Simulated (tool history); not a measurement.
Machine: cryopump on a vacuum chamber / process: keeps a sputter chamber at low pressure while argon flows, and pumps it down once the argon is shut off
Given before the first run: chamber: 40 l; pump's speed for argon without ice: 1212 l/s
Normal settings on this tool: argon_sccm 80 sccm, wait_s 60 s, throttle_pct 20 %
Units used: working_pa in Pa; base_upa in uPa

run   hour  argon_sccm  wait_s  throttle_pct  working_pa  base_upa
  1    0.0          80      60            20      0.5719      1.97
  2   23.8          80      60            20      0.5735      2.02
  3   50.0          80      60            20      0.5766      2.05
  4   67.6          80      82            20      0.5789      1.71
  5   96.9          56      82            20      0.4072      1.68
  6  113.3          56      82            20      0.4053      1.72
  7  134.2          56      82            20      0.4059      1.74
  8  160.6          56      82            20      0.4086      1.74
  9  176.9          56      82            20      0.4121      1.74
 10  199.7         126      60            20      0.9240      2.07
 11  219.0         126      60            20      0.9183      2.20
 12  239.1         126      60            20      0.9239      2.23
 13  268.8         126      89            20      0.9301      1.71
 14  296.7          80      60            20      0.5902      2.23
 15  320.4          80      60            20      0.5925      2.21
 16  350.4          80      60            20      0.5957      2.31
 17  370.8          80      60            20      0.6009      2.34
     401.4  -- pump warmed up, emptied and cooled again
 18  401.4          80      60            37      0.3025      2.07
 19  416.9          83      32            39      0.2984      3.32
 20  439.4          73      28            22      0.4634      3.77
 21  468.3          73      28            22      0.4660      3.77
 22  495.5          73      28            23      0.4495      3.83
 23  518.8          80      60            20      0.5636      2.19

The next listed run, before its measurement:
 24  531.3         143      54            25           ?         ?

{"run 24": {"working_pa": 0.8173, "base_upa": 2.32}}
The same run, on a tool lacking any hidden state, would have yielded working_pa 0.8013 Pa, base_upa 1.83 uPa.
